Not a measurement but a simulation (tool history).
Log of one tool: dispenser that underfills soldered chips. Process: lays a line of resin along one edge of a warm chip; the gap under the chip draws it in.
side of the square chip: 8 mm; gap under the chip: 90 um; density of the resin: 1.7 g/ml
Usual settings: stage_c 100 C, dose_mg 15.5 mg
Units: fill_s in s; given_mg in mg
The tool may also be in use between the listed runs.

| run | day | stage_c | dose_mg | fill_s | given_mg |
|---|---|---|---|---|---|
| 1 | 0 | 100 | 15.5 | 27.2 | 15.31 |
| 2 | 0.179 | 100 | 15.5 | 29.4 | 15.3 |
| 3 | 0.3 | 100 | 15.5 | 31.6 | 15.36 |
| 4 | 0.479 | 100 | 15.5 | 33.7 | 15.27 |
| 5 | 0.646 | 100 | 15.5 | 28.7 | 15.26 |
| 6 | 0.838 | 100 | 15.5 | 31.9 | 15.25 |
| 7 | 1.038 | 100 | 13.4 | 36 | 13.19 |
| 8 | 1.196 | 100 | 13.4 | 28.8 | 13.11 |
| 9 | 1.288 | 100 | 15.6 | 30 | 15.3 |
| 10 | 1.438 | 100 | 15.6 | 31.7 | 15.51 |
| 11 | 1.638 | 100 | 15.6 | 35.2 | 15.49 |
| 12 | 1.846 | 100 | 15.6 | 30.3 | 15.5 |
| 13 | 1.958 | 110 | 15.6 | 20.6 | 15.55 |
| 14 | 2.146 | 110 | 15.6 | 22.7 | 15.5 |
| 15 | 2.338 | 110 | 15.6 | 18.5 | 15.41 |
| 16 | 2.467 | 100 | 17.5 | 30.7 | 17.36 |
| 17 | 2.646 | 100 | 17.5 | 32.8 | 17.31 |
| 18 | 2.738 | 100 | 17.5 | 34.9 | 17.31 |
| 19 | 2.933 | 100 | 17.5 | 29.3 | 17.29 |
| 20 | 3.083 | 100 | 17.5 | 30.5 | 17.23 |
| 21 | 3.179 | 100 | 17.5 | 33.8 | 17.22 |
| 22 | 3.304 | 93 | 18.7 | 35.7 | 18.42 |
| 23 | 3.446 | 93 | 18.7 | 38.1 | 18.49 |
| 24 | 3.646 | 104 | 15.4 | 26.4 | 15.09 |
| 25 | 3.729 | 104 | 15.4 | 27.9 | 15.15 |
| 26 | 3.85 | 96 | 13.3 | 33.5 | 13.14 |
| 27 | 3.958 | 113 | 18.1 | 16.1 | 17.76 |
| 28 | 4.088 | 108 | 15.5 | 21.6 | 15.22 |
| 29 | 4.288 | 108 | 17.1 | 23.3 | 16.68 |
| 30 | 4.525 | 95 | 18.6 | 34 | 18.61 |
| 31 | 4.683 | 101 | 19.1 | 29.2 | 19.03 |
| 32 | 4.817 | 103 | 14.9 | 29.5 | 14.95 |
| 33 | 4.938 | 96 | 14.9 | 41.9 | 14.92 |
| 34 | 5.112 | 96 | 14.9 | 34.7 | 14.84 |
| 35 | 5.242 | 96 | 14.9 | 36.7 | 14.86 |

Taken out of this log: 11 entries between the listed runs. Where each belongs, and how the hidden state differs across it:
Between runs 4 and 5: new syringe of resin (day 0.533)
  resin's viscosity, % of fresh resin's: 128.1 -> 107; dose that the valve gives, % of what is set: 98.65 -> 98.54; true chip temperature over the reading, C: -0.36 -> -0.37
  measured less the result without the state, fill_s: +8 -> +2.4 s; given_mg: -0.21 -> -0.22 mg
Between runs 7 and 8: new syringe of resin (day 1.079)
  resin's viscosity, % of fresh resin's: 130.1 -> 106.6; dose that the valve gives, % of what is set: 98.27 -> 98.17; true chip temperature over the reading, C: -0.4 -> -0.41
  measured less the result without the state, fill_s: +8.9 -> +2.4 s; given_mg: -0.24 -> -0.24 mg
Between runs 9 and 10: dispensing valve cleaned and set on the balance (day 1.438)
  resin's viscosity, % of fresh resin's: 111.6 -> 117.8; dose that the valve gives, % of what is set: 98.1 -> 99.73; true chip temperature over the reading, C: -0.42 -> -0.43
  measured less the result without the state, fill_s: +3.6 -> +5.3 s; given_mg: -0.3 -> -0.04 mg
Between runs 11 and 12: new syringe of resin (day 1.662)
  resin's viscosity, % of fresh resin's: 130 -> 110.9; dose that the valve gives, % of what is set: 99.6 -> 99.46; true chip temperature over the reading, C: -0.44 -> -0.46
  measured less the result without the state, fill_s: +8.6 -> +3.4 s; given_mg: -0.07 -> -0.09 mg
Between runs 14 and 15: new syringe of resin (day 2.208)
  resin's viscosity, % of fresh resin's: 128.7 -> 106.4; dose that the valve gives, % of what is set: 99.26 -> 99.14; true chip temperature over the reading, C: -0.48 -> -0.49
  measured less the result without the state, fill_s: +5.4 -> +1.5 s; given_mg: -0.12 -> -0.13 mg
Between runs 18 and 19: new syringe of resin (day 2.762)
  resin's viscosity, % of fresh resin's: 129.9 -> 109.6; dose that the valve gives, % of what is set: 98.87 -> 98.76; true chip temperature over the reading, C: -0.52 -> -0.53
  measured less the result without the state, fill_s: +8.6 -> +3.2 s; given_mg: -0.2 -> -0.21 mg
Between runs 21 and 22: new syringe of resin (day 3.304)
  resin's viscosity, % of fresh resin's: 124.1 -> 99.1; dose that the valve gives, % of what is set: 98.6 -> 98.53; true chip temperature over the reading, C: -0.55 -> -0.56
  measured less the result without the state, fill_s: +7.1 -> +0.6 s; given_mg: -0.24 -> -0.28 mg
Between runs 25 and 26: new syringe of resin (day 3.85)
  resin's viscosity, % of fresh resin's: 122.4 -> 98.8; dose that the valve gives, % of what is set: 98.22 -> 98.15; true chip temperature over the reading, C: -0.59 -> -0.6
  measured less the result without the state, fill_s: +5.8 -> +0.7 s; given_mg: -0.27 -> -0.25 mg
Between runs 29 and 30: dispensing valve cleaned and set on the balance (day 4.383); new syringe of resin (day 4.442)
  resin's viscosity, % of fresh resin's: 122.8 -> 105.3; dose that the valve gives, % of what is set: 97.85 -> 100.04; true chip temperature over the reading, C: -0.63 -> -0.64
  measured less the result without the state, fill_s: +4.8 -> +2.6 s; given_mg: -0.37 -> +0.01 mg
Between runs 33 and 34: new syringe of resin (day 4.988)
  resin's viscosity, % of fresh resin's: 129.4 -> 107.6; dose that the valve gives, % of what is set: 99.77 -> 99.67; true chip temperature over the reading, C: -0.67 -> -0.69
  measured less the result without the state, fill_s: +10.4 -> +3.4 s; given_mg: -0.03 -> -0.04 mg
